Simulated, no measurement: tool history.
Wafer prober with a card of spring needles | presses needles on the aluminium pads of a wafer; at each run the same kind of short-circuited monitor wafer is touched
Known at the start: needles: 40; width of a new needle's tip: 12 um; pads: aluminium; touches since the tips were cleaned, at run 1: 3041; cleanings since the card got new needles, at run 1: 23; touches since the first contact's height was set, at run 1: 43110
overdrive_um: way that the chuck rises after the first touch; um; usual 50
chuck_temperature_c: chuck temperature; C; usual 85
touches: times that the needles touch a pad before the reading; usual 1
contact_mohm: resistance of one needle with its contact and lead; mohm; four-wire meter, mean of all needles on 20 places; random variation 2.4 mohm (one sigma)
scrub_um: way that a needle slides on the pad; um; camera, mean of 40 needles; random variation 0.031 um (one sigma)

| run | hour | overdrive_um | chuck_temperature_c | touches | touches since the tips were cleaned | cleanings since the card got new needles | touches since the first contact's height was set | contact_mohm | scrub_um |
|---|---|---|---|---|---|---|---|---|---|
| 1 | 0 | 50 | 85 | 1 | 3041 | 23 | 43110 | 302 | 12.69 |
|  | 11.7 | tips cleaned on abrasive film |
| 2 | 11.7 | 50 | 85 | 3 | 0 | 24 | 46156 | 278 | 12.71 |
| 3 | 21.3 | 50 | 85 | 3 | 2551 | 24 | 48707 | 282 | 12.67 |
| 4 | 30.7 | 50 | 89 | 1 | 5035 | 24 | 51191 | 318 | 12.68 |
|  | 35.3 | tips cleaned on abrasive film |
| 5 | 45.1 | 50 | 89 | 1 | 2594 | 25 | 54960 | 300 | 12.63 |
|  | 58.5 | tips cleaned on abrasive film |
| 6 | 60.2 | 50 | 85 | 1 | 441 | 26 | 58907 | 284 | 12.6 |
| 7 | 75.4 | 58 | 64 | 1 | 4457 | 26 | 62923 | 298 | 14.72 |
|  | 81.7 | tips cleaned on abrasive film |
| 8 | 91.2 | 35 | 64 | 1 | 2511 | 27 | 67051 | 321 | 8.76 |
| 9 | 103.9 | 50 | 35 | 1 | 5875 | 27 | 70415 | 307 | 12.6 |
|  | 104.7 | tips cleaned on abrasive film |
| 10 | 115.7 | 50 | 35 | 1 | 2892 | 28 | 73482 | 291 | 12.63 |
|  | 127.8 | tips cleaned on abrasive film |
| 11 | 131.6 | 50 | 35 | 1 | 999 | 29 | 77646 | 278 | 12.55 |
| 12 | 145.3 | 46 | 85 | 2 | 4610 | 29 | 81257 | 303 | 11.53 |

4 ways to go on from here, each from the tool as it stands after run 12. What would each give?
|  | 151.6 | tips cleaned on abrasive film |
| A | 160.1 | 54 | 62 | 2 | 2265 | 30 | 85154 | ? | ? |
|  | 151.6 | tips cleaned on abrasive film |
| B | 160.1 | 59 | 85 | 1 | 2265 | 30 | 85154 | ? | ? |
|  | 151.6 | tips cleaned on abrasive film |
| C | 160.1 | 50 | 85 | 3 | 2265 | 30 | 85154 | ? | ? |
|  | 151.6 | tips cleaned on abrasive film |
| D | 160.1 | 46 | 52 | 2 | 2265 | 30 | 85154 | ? | ? |

| run | contact_mohm | scrub_um |
|---|---|---|
| A | 283 | 13.57 |
| B | 291 | 14.9 |
| C | 281 | 12.5 |
| D | 287 | 11.51 |
Without the tool's hidden state the same runs would have given:
| run | contact_mohm | scrub_um |
|---|---|---|
| A | 269 | 13.89 |
| B | 273 | 15.21 |
| C | 272 | 12.82 |
| D | 269 | 11.82 |
